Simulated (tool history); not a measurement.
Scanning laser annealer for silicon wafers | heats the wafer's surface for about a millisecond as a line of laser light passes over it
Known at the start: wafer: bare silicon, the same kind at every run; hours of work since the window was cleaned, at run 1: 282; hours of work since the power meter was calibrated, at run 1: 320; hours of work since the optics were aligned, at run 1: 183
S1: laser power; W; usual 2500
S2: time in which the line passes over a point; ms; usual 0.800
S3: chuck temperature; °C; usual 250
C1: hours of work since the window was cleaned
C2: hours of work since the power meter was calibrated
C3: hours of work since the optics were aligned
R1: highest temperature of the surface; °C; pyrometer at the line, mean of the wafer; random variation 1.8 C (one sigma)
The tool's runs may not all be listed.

run   hour    S1     S2   S3   C1   C2   C3    R1
  1    0.0  2500  0.800  250  282  320  183   994
  2   21.9  2500  0.607  250  291  329  191   907
  3   38.9  2500  0.830  250  298  336  198   997
  4   53.6  2500  0.800  250  304  342  204   987
  5   64.7  2500  0.800  250  308  346  209   986
  6   83.0  2500  0.800  250  316  354  216   986
  7   94.6  2500  0.800  250  320  358  221   985
  8  110.5  2334  0.800  250  327  365  227   922
  9  119.9  2334  0.800  250  331  368  231   925
 10  136.7  2500  0.800  245  337  375  238   977
 11  149.0  2606  0.800  245  342  380  243  1019
 12  165.9  2500  0.800  250  349  387  249   981
 13  184.6  2500  0.800  250  357  394  257   977
 14  196.4  2500  0.800  250  361  399  262   979
 15  215.6  2500  0.800  250  369  407  269   976
 16  234.2  2500  0.949  250  377  414  277  1032
     243.9  -- window over the wafer cleaned
 17  257.6  2500  0.949  250    6  423  285  1014
 18  275.8  2500  0.949  250   13  430  293  1010
     288.1  -- window over the wafer cleaned, once more
 19  294.9  2500  0.949  250    3  437  300  1088
 20  304.4  2500  0.949  250    7  441  303  1087
 21  324.6  2500  0.723  215   15  449  312   956
 22  346.7  2500  0.723  215   24  458  320   954
 23  356.1  2500  0.760  250   27  462  324  1008
 24  372.9  2739  0.679  235   34  469  331  1044
 25  387.8  2718  0.749  276   40  475  337  1109
 26  400.5  2611  0.603  250   45  480  342   971
 27  422.0  2708  0.600  265   54  488  351  1016
 28  435.9  2500  0.964  236   59  494  356  1066
 29  450.2  2494  0.984  262   65  500  362  1097
 30  465.9  2545  0.797  223   72  506  368  1001
 31  488.0  2270  0.654  276   80  515  377   892
 32  507.5  2405  0.728  288   88  523  385   989
 33  530.3  2183  0.928  250   97  532  394   933
 34  540.5  2183  0.928  250  102  536  398   929
 35  551.2  2527  0.800  250  106  540  403  1018
 36  571.2  2522  0.844  286  114  548  411  1066
 37  592.9  2576  0.998  239  123  557  420  1100
 38  612.3  2576  0.998  239  130  565  427  1100
 39  630.6  2576  0.998  239  138  572  435  1100

Forecast each of these 4 alternatives for the next run:
  A  652.9  2199  0.745  270  147  581  444   ?
  B  652.9  2319  0.574  233  147  581  444   ?
  C  652.9  2576  0.993  276  147  581  444   ?
  D  652.9  2483  0.943  284  147  581  444   ?

run    R1
  A   887
  B   824
  C  1134
  D  1081
Without the tool's hidden state the same runs would have given:
run    R1
  A   927
  B   863
  C  1190
  D  1133
